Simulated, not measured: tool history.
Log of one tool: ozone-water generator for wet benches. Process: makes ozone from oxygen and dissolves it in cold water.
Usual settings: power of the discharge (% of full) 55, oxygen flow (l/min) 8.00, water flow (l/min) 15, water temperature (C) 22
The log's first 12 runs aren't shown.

| run | hour | power of the discharge (% of full) | oxygen flow (l/min) | water flow (l/min) | water temperature (C) | hours of work since the electrodes were changed | hours of work since the contactor was cleaned | hours of work since the thermometer was calibrated | dissolved ozone (ppm) | ozone in the gas ahead of the water (g/m3) |
|---|---|---|---|---|---|---|---|---|---|---|
| 13 | 961.9 | 56 | 8.00 | 15 | 22 | 1150 | 8360 | 1126 | 32.5 | 203.7 |
| 14 | 1042.0 | 56 | 8.00 | 15 | 18 | 1213 | 8423 | 1190 | 34.8 | 199.6 |
| 15 | 1111.7 | 56 | 8.00 | 15 | 18 | 1268 | 8478 | 1245 | 34.4 | 203.9 |
| 16 | 1215.5 | 55 | 8.00 | 15 | 22 | 1350 | 8560 | 1326 | 31.9 | 198.4 |
| 17 | 1326.8 | 55 | 8.00 | 15 | 22 | 1438 | 8647 | 1414 | 31.8 | 198.1 |
|  | 1371.9 | contactor cleaned |
| 18 | 1419.7 | 55 | 8.00 | 15 | 22 | 1508 | 38 | 1484 | 31.8 | 197.9 |
| 19 | 1510.2 | 43 | 9.61 | 13 | 15 | 1579 | 109 | 1556 | 32.0 | 149.8 |
| 20 | 1583.5 | 55 | 14.20 | 16 | 21 | 1637 | 167 | 1613 | 26.9 | 144.7 |
| 21 | 1654.8 | 55 | 12.78 | 15 | 22 | 1693 | 223 | 1670 | 27.9 | 152.6 |
|  | 1723.6 | gauge calibrated |
| 22 | 1773.2 | 77 | 12.78 | 12 | 16 | 1787 | 316 | 1763 | 44.3 | 195.3 |
| 23 | 1879.9 | 77 | 12.78 | 12 | 16 | 1871 | 401 | 1847 | 44.9 | 197.7 |
| 24 | 1955.1 | 77 | 5.12 | 13 | 29 | 1930 | 460 | 1906 | 41.1 | 327.7 |
| 25 | 2044.7 | 77 | 5.12 | 13 | 29 | 2001 | 531 | 1977 | 40.8 | 327.7 |
| 26 | 2123.9 | 76 | 7.30 | 15 | 22 | 2063 | 593 | 2040 | 40.0 | 264.7 |
| 27 | 2181.2 | 97 | 4.88 | 20 | 18 | 2109 | 638 | 2085 | 43.4 | 395.2 |
| 28 | 2262.0 | 74 | 6.78 | 14 | 21 | 2172 | 702 | 2148 | 42.4 | 271.9 |
| 29 | 2312.6 | 42 | 6.78 | 14 | 21 | 2212 | 742 | 2188 | 29.1 | 184.7 |
| 30 | 2395.0 | 42 | 6.78 | 11 | 21 | 2277 | 807 | 2253 | 33.1 | 184.9 |
| 31 | 2452.1 | 61 | 8.00 | 15 | 22 | 2322 | 852 | 2298 | 34.2 | 217.5 |
| 32 | 2539.4 | 61 | 8.00 | 15 | 22 | 2391 | 921 | 2367 | 33.9 | 215.4 |
| 33 | 2632.6 | 78 | 8.00 | 15 | 29 | 2464 | 994 | 2441 | 34.4 | 252.7 |
| 34 | 2737.5 | 49 | 14.08 | 18 | 26 | 2547 | 1077 | 2523 | 20.7 | 135.2 |

Forecast each of these 3 alternatives for the next run:
| A | 2849.8 | 55 | 6.70 | 15 | 22 | 2636 | 1165 | 2612 | ? | ? |
| B | 2849.8 | 49 | 7.48 | 14 | 22 | 2636 | 1165 | 2612 | ? | ? |
| C | 2849.8 | 55 | 11.79 | 22 | 22 | 2636 | 1165 | 2612 | ? | ? |

| run | dissolved ozone (ppm) | ozone in the gas ahead of the water (g/m3) |
|---|---|---|
| A | 32.9 | 220.9 |
| B | 30.8 | 191.7 |
| C | 23.3 | 162.6 |
Without the tool's hidden state the same runs would have given:
| run | dissolved ozone (ppm) | ozone in the gas ahead of the water (g/m3) |
|---|---|---|
| A | 32.9 | 225.4 |
| B | 30.8 | 195.6 |
| C | 23.4 | 165.9 |
